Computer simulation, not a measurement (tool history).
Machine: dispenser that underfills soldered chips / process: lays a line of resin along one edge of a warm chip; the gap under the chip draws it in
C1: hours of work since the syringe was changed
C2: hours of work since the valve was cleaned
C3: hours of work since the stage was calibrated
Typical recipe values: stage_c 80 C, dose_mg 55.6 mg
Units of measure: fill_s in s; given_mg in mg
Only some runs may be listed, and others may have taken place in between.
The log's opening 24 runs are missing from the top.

Run 25, hour 142.5: usual settings but stage_c 68 C, dose_mg 67.3 mg; C1 4; C2 13; C3 180. Result: fill_s 131.8 s, given_mg 66.63 mg.
Run 26, hour 147.9: usual settings but stage_c 95 C, dose_mg 53.5 mg; C1 8; C2 16; C3 183. Result: fill_s 74.4 s, given_mg 52.83 mg.
At hour 148.8: new syringe of resin.
Run 27, hour 153.3: usual settings but stage_c 78 C, dose_mg 64.9 mg; C1 3; C2 19; C3 187. Result: fill_s 85.8 s, given_mg 63.83 mg.
Run 28, hour 157.2: usual settings but stage_c 91 C, dose_mg 71.9 mg; C1 5; C2 22; C3 189. Result: fill_s 68.6 s, given_mg 70.45 mg.
At hour 161.2: new syringe of resin.
Run 29, hour 162.8: usual settings but stage_c 81 C, dose_mg 54.8 mg; C1 1; C2 25; C3 192. Result: fill_s 67.6 s, given_mg 53.61 mg.
Run 30, hour 167.6: usual settings but stage_c 66 C, dose_mg 50.3 mg; C1 4; C2 28; C3 196. Result: fill_s 141.7 s, given_mg 49.03 mg.
Run 31, hour 173.2: usual settings but stage_c 87 C, dose_mg 55.7 mg; C1 8; C2 32; C3 199. Result: fill_s 94.9 s, given_mg 54.64 mg.
At hour 174.1: new syringe of resin.
Run 32, hour 179.8: usual settings but stage_c 92 C, dose_mg 50.0 mg; C1 4; C2 36; C3 203. Result: fill_s 62.0 s, given_mg 48.60 mg.
Run 33, hour 185.5: usual settings but dose_mg 54.8 mg; C1 7; C2 40; C3 207. Result: fill_s 115.5 s, given_mg 53.14 mg.
At hour 186.9: new syringe of resin.
Run 34, hour 188.9: usual settings but dose_mg 54.8 mg; C1 1; C2 42; C3 209. Result: fill_s 73.7 s, given_mg 53.16 mg.
Run 35, hour 194.1: usual settings but stage_c 75 C, dose_mg 51.8 mg; C1 5; C2 45; C3 212. Result: fill_s 114.5 s, given_mg 50.12 mg.

Consider 5 possible next runs. They are alternatives, not a sequence: every one starts from the tool as it was left by run 35. What does each give?
At hour 199.4: new syringe of resin.
Run A, hour 200.8: usual settings but stage_c 67 C, dose_mg 51.8 mg; C1 1; C2 49; C3 216. Result: fill_s ?, given_mg ?.
At hour 199.4: new syringe of resin.
Run B, hour 200.8: usual settings but stage_c 91 C, dose_mg 48.1 mg; C1 1; C2 49; C3 216. Result: fill_s ?, given_mg ?.
At hour 199.4: new syringe of resin.
Run C, hour 200.8: usual settings but dose_mg 60.7 mg; C1 1; C2 49; C3 216. Result: fill_s ?, given_mg ?.
At hour 199.4: new syringe of resin.
Run D, hour 200.8: usual settings but dose_mg 62.8 mg; C1 1; C2 49; C3 216. Result: fill_s ?, given_mg ?.
At hour 199.4: new syringe of resin.
Run E, hour 200.8: usual settings but stage_c 78 C, dose_mg 63.5 mg; C1 1; C2 49; C3 216. Result: fill_s ?, given_mg ?.

run  fill_s  given_mg
  A   109.2     50.05
  B    51.4     46.46
  C    69.3     58.60
  D    69.1     60.55
  E    74.0     61.22
What these runs would have given with no unlogged condition in the tool:
run  fill_s  given_mg
  A    98.5     51.87
  B    46.4     48.15
  C    62.9     60.73
  D    62.7     62.74
  E    67.1     63.44
